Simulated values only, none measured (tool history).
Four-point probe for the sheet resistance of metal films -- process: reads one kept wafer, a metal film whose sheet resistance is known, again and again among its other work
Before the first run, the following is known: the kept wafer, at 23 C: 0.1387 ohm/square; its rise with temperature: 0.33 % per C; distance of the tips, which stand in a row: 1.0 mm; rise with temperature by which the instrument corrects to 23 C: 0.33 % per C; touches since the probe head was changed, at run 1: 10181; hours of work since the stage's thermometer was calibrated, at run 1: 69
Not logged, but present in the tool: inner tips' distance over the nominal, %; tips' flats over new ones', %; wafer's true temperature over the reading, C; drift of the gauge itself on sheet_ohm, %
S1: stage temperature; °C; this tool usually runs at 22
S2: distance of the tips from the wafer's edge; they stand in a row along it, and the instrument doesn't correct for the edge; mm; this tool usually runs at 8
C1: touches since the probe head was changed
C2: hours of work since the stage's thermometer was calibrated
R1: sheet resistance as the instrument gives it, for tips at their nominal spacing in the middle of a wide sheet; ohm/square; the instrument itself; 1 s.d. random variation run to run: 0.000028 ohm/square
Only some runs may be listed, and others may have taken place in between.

run,hour,S1,S2,C1,C2,R1
1,0,22,8,10181,69,0.139892
2,9.8,22,7,10439,74,0.140261
3,19.4,22,7,10693,79,0.140306
4,30.6,22,7,10990,85,0.14027
5,40.9,22,7,11262,90,0.140318
6,49,28,8,11475,94,0.140017
7,66.4,22,8,11937,103,0.139945
8,84,29,45,12400,111,0.138891
9,95.4,27,9,12701,117,0.139758
10,102.8,27,9,12897,121,0.139767
11,118.7,34,17,13318,129,0.139196
12,126.4,34,15,13520,133,0.139287
13,142,18,20,13933,140,0.138916
14,151.2,18,20,14176,145,0.138968

4 options for the next run, each taken on its own from the tool as it stands now. Forecast them:
A,159.4,21,45,14394,149,?
B,159.4,26,56,14394,149,?
C,159.4,20,12,14394,149,?
D,159.4,22,14,14394,149,?

run,R1
A,0.138821
B,0.138919
C,0.139275
D,0.139188
Without the tool's hidden state the same runs would have given:
run,R1
A,0.138696
B,0.138793
C,0.13915
D,0.139063

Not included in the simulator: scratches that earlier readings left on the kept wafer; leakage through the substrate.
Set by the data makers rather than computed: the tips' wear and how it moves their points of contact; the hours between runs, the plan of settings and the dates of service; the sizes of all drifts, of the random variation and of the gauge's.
